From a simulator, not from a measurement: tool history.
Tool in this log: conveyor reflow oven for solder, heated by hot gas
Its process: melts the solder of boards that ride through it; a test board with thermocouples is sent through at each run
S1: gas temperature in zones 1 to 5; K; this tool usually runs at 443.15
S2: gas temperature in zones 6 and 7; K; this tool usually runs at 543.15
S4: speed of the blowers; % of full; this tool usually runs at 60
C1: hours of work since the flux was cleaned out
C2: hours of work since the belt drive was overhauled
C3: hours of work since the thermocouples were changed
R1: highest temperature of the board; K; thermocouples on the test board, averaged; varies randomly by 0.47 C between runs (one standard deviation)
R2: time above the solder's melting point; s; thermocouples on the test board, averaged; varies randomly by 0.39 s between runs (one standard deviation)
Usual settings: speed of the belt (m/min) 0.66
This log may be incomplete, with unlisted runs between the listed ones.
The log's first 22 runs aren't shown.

At hour 1523.1: flux residue cleaned out of gas plates and filters.
At hour 1550.6: belt drive overhauled, speed set with a stopwatch.
Run 23, hour 1589: usual settings but S1 438.15 K, speed of the belt (m/min) 0.535, S4 86 % of full; C1 43; C2 27; C3 319. Result: R1 533.65 K, R2 63.6 s.
Run 24, hour 1671.5: usual settings but S1 438.15 K, speed of the belt (m/min) 0.535, S4 86 % of full; C1 101; C2 85; C3 376. Result: R1 534.35 K, R2 62.5 s.
Run 25, hour 1748.2: usual settings but S1 456.15 K, S2 540.15 K, speed of the belt (m/min) 0.559, S4 67 % of full; C1 155; C2 138; C3 430. Result: R1 529.25 K, R2 63.2 s.
Run 26, hour 1802.3: usual settings but S1 433.15 K, S2 538.15 K; C1 193; C2 176; C3 468. Result: R1 519.15 K, R2 38.7 s.
Run 27, hour 1875.6: usual settings but S1 454.15 K, S2 537.15 K; C1 244; C2 227; C3 519. Result: R1 521.45 K, R2 47.5 s.
Run 28, hour 1953.8: usual settings but S1 454.15 K, S2 537.15 K; C1 298; C2 282; C3 574. Result: R1 520.95 K, R2 47 s.
At hour 1970.5: flux residue cleaned out of gas plates and filters.
Run 29, hour 2044.2: usual settings but S1 437.15 K, S2 539.15 K, speed of the belt (m/min) 0.597, S4 89 % of full; C1 52; C2 342; C3 633. Result: R1 527.25 K, R2 52.5 s.
Run 30, hour 2094.8: usual settings but S2 542.15 K, S4 71 % of full; C1 87; C2 377; C3 669. Result: R1 525.35 K, R2 47 s.

3 ways to go on from here, each from the tool as it stands after run 30. What would each give?
Run A, hour 2141.8: usual settings but S1 430.15 K, S2 549.15 K, speed of the belt (m/min) 0.69; C1 120; C2 410; C3 702. Result: R1 ?, R2 ?.
Run B, hour 2141.8: usual settings but S1 430.15 K, S2 542.15 K, speed of the belt (m/min) 0.676, S4 64 % of full; C1 120; C2 410; C3 702. Result: R1 ?, R2 ?.
Run C, hour 2141.8: usual settings but S1 444.15 K, S2 539.15 K, speed of the belt (m/min) 0.776; C1 120; C2 410; C3 702. Result: R1 ?, R2 ?.

run      R1    R2
  A  525.75  39.9
  B  520.75  38.3
  C  516.05  31.6
Take away the tool's hidden state, keep each run's random variation, and the runs would have read:
run      R1    R2
  A  525.75  39.9
  B  520.85  38.4
  C  516.05  31.7
